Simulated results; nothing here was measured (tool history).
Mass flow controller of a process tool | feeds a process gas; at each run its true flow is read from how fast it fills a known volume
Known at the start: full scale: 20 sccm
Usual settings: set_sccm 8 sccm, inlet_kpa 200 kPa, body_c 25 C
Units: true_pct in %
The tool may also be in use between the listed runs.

{"run": 1, "hour": 0.0, "set_sccm": 8, "inlet_kpa": 200, "body_c": 25, "true_pct": 99.26}
{"run": 2, "hour": 58.4, "set_sccm": 8, "inlet_kpa": 200, "body_c": 25, "true_pct": 99.45}
{"run": 3, "hour": 101.0, "set_sccm": 8, "inlet_kpa": 200, "body_c": 25, "true_pct": 99.35}
{"run": 4, "hour": 168.9, "set_sccm": 8, "inlet_kpa": 200, "body_c": 25, "true_pct": 99.35}
{"run": 5, "hour": 203.4, "set_sccm": 8, "inlet_kpa": 200, "body_c": 25, "true_pct": 99.35}
{"run": 6, "hour": 267.2, "set_sccm": 4, "inlet_kpa": 200, "body_c": 38, "true_pct": 99.7}
{"run": 7, "hour": 324.0, "set_sccm": 4, "inlet_kpa": 200, "body_c": 32, "true_pct": 99.39}
{"run": 8, "hour": 378.8, "set_sccm": 4, "inlet_kpa": 200, "body_c": 32, "true_pct": 99.59}
{"run": 9, "hour": 454.9, "set_sccm": 8, "inlet_kpa": 198, "body_c": 35, "true_pct": 99.97}
{"run": 10, "hour": 514.5, "set_sccm": 8, "inlet_kpa": 198, "body_c": 20, "true_pct": 99.29}

Forecast each of these 5 alternatives for the next run:
{"run": "A", "hour": 571.4, "set_sccm": 8, "inlet_kpa": 194, "body_c": 26, "true_pct": "?"}
{"run": "B", "hour": 571.4, "set_sccm": 8, "inlet_kpa": 200, "body_c": 24, "true_pct": "?"}
{"run": "C", "hour": 571.4, "set_sccm": 15, "inlet_kpa": 202, "body_c": 25, "true_pct": "?"}
{"run": "D", "hour": 571.4, "set_sccm": 8, "inlet_kpa": 200, "body_c": 33, "true_pct": "?"}
{"run": "E", "hour": 571.4, "set_sccm": 8, "inlet_kpa": 198, "body_c": 34, "true_pct": "?"}

run=A true_pct=99.81
run=B true_pct=99.75
run=C true_pct=100.11
run=D true_pct=100.06
run=E true_pct=99.98
Without the tool's hidden state the same runs would have given:
run=A true_pct=99.41
run=B true_pct=99.34
run=C true_pct=99.70
run=D true_pct=99.66
run=E true_pct=99.58
